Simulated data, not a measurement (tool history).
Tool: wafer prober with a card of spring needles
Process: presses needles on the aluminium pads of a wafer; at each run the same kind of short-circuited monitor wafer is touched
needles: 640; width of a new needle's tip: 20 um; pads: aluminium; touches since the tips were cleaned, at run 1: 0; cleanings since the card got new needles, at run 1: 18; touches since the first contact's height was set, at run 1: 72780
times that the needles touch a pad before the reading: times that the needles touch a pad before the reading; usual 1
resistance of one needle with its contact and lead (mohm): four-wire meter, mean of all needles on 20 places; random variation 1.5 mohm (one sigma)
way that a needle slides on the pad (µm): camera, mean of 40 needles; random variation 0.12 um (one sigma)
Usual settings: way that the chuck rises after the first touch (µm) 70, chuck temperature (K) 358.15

run,hour,way that the chuck rises after the first touch (µm),chuck temperature (K),times that the needles touch a pad before the reading,touches since the tips were cleaned,cleanings since the card got new needles,touches since the first contact's height was set,resistance of one needle with its contact and lead (mohm),way that a needle slides on the pad (µm)
1,0,70,358.15,1,0,18,72780,146,15.58
2,7,70,358.15,1,2320,18,75100,152,15.58
# hour 10.9: tips cleaned on abrasive film
3,13.6,70,358.15,1,895,19,77257,146,15.55
4,18.9,70,358.15,1,2662,19,79024,154,15.43
# hour 21.5: tips cleaned on abrasive film
5,24.6,70,358.15,1,1032,20,80897,151,15.48
# hour 32.1: tips cleaned on abrasive film
6,32.4,70,358.15,1,105,21,83456,144,15.54
7,36.5,70,370.15,1,1463,21,84814,154,15.59
# hour 42.7: tips cleaned on abrasive film
8,43.8,70,370.15,1,362,22,87223,145,15.35
9,51.7,70,370.15,1,2987,22,89848,158,15.21
# hour 53.3: tips cleaned on abrasive film
10,60.2,70,370.15,1,2287,23,92641,156,15.15

Run 11 comes next. What will it give?
# hour 63.7: tips cleaned on abrasive film
11,66.9,70,370.15,1,1073,24,94842,?,?

{"run 11": {"resistance of one needle with its contact and lead (mohm)": 151, "way that a needle slides on the pad (µm)": 15.13}}
Without the tool's hidden state the same run would have given resistance of one needle with its contact and lead (mohm) 145, way that a needle slides on the pad (µm) 15.76.
